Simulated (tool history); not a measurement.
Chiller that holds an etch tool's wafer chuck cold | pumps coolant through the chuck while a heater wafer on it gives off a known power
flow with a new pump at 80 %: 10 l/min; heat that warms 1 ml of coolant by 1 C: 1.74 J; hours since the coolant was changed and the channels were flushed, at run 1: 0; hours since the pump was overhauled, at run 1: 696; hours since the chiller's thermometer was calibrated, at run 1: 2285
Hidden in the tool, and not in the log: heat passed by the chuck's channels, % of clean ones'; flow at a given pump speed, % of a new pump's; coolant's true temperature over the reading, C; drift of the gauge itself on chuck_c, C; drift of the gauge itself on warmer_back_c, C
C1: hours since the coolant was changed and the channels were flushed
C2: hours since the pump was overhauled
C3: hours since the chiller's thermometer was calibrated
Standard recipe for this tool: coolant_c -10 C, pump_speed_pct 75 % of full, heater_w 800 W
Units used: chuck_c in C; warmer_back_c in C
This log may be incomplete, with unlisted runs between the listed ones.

{"run": 1, "hour": 0.0, "coolant_c": -10, "pump_speed_pct": 75, "heater_w": 800, "C1": 0, "C2": 696, "C3": 2285, "chuck_c": -2.3, "warmer_back_c": 2.94}
{"run": 2, "hour": 112.1, "coolant_c": -10, "pump_speed_pct": 75, "heater_w": 800, "C1": 112, "C2": 808, "C3": 2397, "chuck_c": -2.3, "warmer_back_c": 2.93}
{"run": 3, "hour": 187.6, "coolant_c": -10, "pump_speed_pct": 75, "heater_w": 800, "C1": 188, "C2": 884, "C3": 2472, "chuck_c": -2.3, "warmer_back_c": 3.0}
{"run": 4, "hour": 305.6, "coolant_c": -10, "pump_speed_pct": 75, "heater_w": 800, "C1": 306, "C2": 1002, "C3": 2590, "chuck_c": -2.1, "warmer_back_c": 3.01}
{"run": 5, "hour": 387.5, "coolant_c": -10, "pump_speed_pct": 75, "heater_w": 800, "C1": 388, "C2": 1084, "C3": 2672, "chuck_c": -2.1, "warmer_back_c": 2.97}
{"run": 6, "hour": 467.8, "coolant_c": -10, "pump_speed_pct": 75, "heater_w": 800, "C1": 468, "C2": 1164, "C3": 2752, "chuck_c": -2.1, "warmer_back_c": 2.96}
{"run": 7, "hour": 528.6, "coolant_c": -10, "pump_speed_pct": 75, "heater_w": 800, "C1": 529, "C2": 1225, "C3": 2813, "chuck_c": -2.3, "warmer_back_c": 2.97}
{"run": 8, "hour": 595.3, "coolant_c": -10, "pump_speed_pct": 75, "heater_w": 800, "C1": 595, "C2": 1292, "C3": 2880, "chuck_c": -2.1, "warmer_back_c": 2.97}
{"run": 9, "hour": 699.6, "coolant_c": -13, "pump_speed_pct": 91, "heater_w": 699, "C1": 700, "C2": 1396, "C3": 2984, "chuck_c": -6.9, "warmer_back_c": 2.1}
{"run": 10, "hour": 816.6, "coolant_c": -13, "pump_speed_pct": 91, "heater_w": 699, "C1": 817, "C2": 1513, "C3": 3101, "chuck_c": -6.9, "warmer_back_c": 2.09}
{"run": 11, "hour": 925.8, "coolant_c": -13, "pump_speed_pct": 91, "heater_w": 699, "C1": 926, "C2": 1622, "C3": 3210, "chuck_c": -7.0, "warmer_back_c": 2.1}
{"run": 12, "hour": 996.9, "coolant_c": -5, "pump_speed_pct": 88, "heater_w": 699, "C1": 997, "C2": 1693, "C3": 3282, "chuck_c": 1.1, "warmer_back_c": 2.13}
{"run": 13, "hour": 1086.2, "coolant_c": -14, "pump_speed_pct": 75, "heater_w": 459, "C1": 1086, "C2": 1782, "C3": 3371, "chuck_c": -9.5, "warmer_back_c": 1.72}
{"run": 14, "hour": 1188.7, "coolant_c": -17, "pump_speed_pct": 75, "heater_w": 565, "C1": 1189, "C2": 1885, "C3": 3473, "chuck_c": -11.5, "warmer_back_c": 2.13}
{"hour": 1239.3, "done": "chiller's thermometer calibrated"}
{"run": 15, "hour": 1305.9, "coolant_c": -8, "pump_speed_pct": 92, "heater_w": 616, "C1": 1305, "C2": 2001, "C3": 67, "chuck_c": -2.6, "warmer_back_c": 1.88}
{"run": 16, "hour": 1410.8, "coolant_c": -8, "pump_speed_pct": 92, "heater_w": 616, "C1": 1410, "C2": 2106, "C3": 171, "chuck_c": -2.6, "warmer_back_c": 1.81}

Predict each of these 4 candidate next runs independently; none follows another, all start after run 16:
{"run": "A", "hour": 1494.9, "coolant_c": -10, "pump_speed_pct": 75, "heater_w": 771, "C1": 1494, "C2": 2190, "C3": 256, "chuck_c": "?", "warmer_back_c": "?"}
{"run": "B", "hour": 1494.9, "coolant_c": -2, "pump_speed_pct": 86, "heater_w": 1109, "C1": 1494, "C2": 2190, "C3": 256, "chuck_c": "?", "warmer_back_c": "?"}
{"run": "C", "hour": 1494.9, "coolant_c": -8, "pump_speed_pct": 82, "heater_w": 418, "C1": 1494, "C2": 2190, "C3": 256, "chuck_c": "?", "warmer_back_c": "?"}
{"run": "D", "hour": 1494.9, "coolant_c": -15, "pump_speed_pct": 75, "heater_w": 858, "C1": 1494, "C2": 2190, "C3": 256, "chuck_c": "?", "warmer_back_c": "?"}

run=A chuck_c=-2.4 warmer_back_c=2.90
run=B chuck_c=7.9 warmer_back_c=3.60
run=C chuck_c=-4.1 warmer_back_c=1.39
run=D chuck_c=-6.7 warmer_back_c=3.16
Stripped of hidden state, with their random variation kept, the same runs would have yielded:
run=A chuck_c=-2.4 warmer_back_c=2.89
run=B chuck_c=7.8 warmer_back_c=3.59
run=C chuck_c=-4.2 warmer_back_c=1.39
run=D chuck_c=-6.7 warmer_back_c=3.15
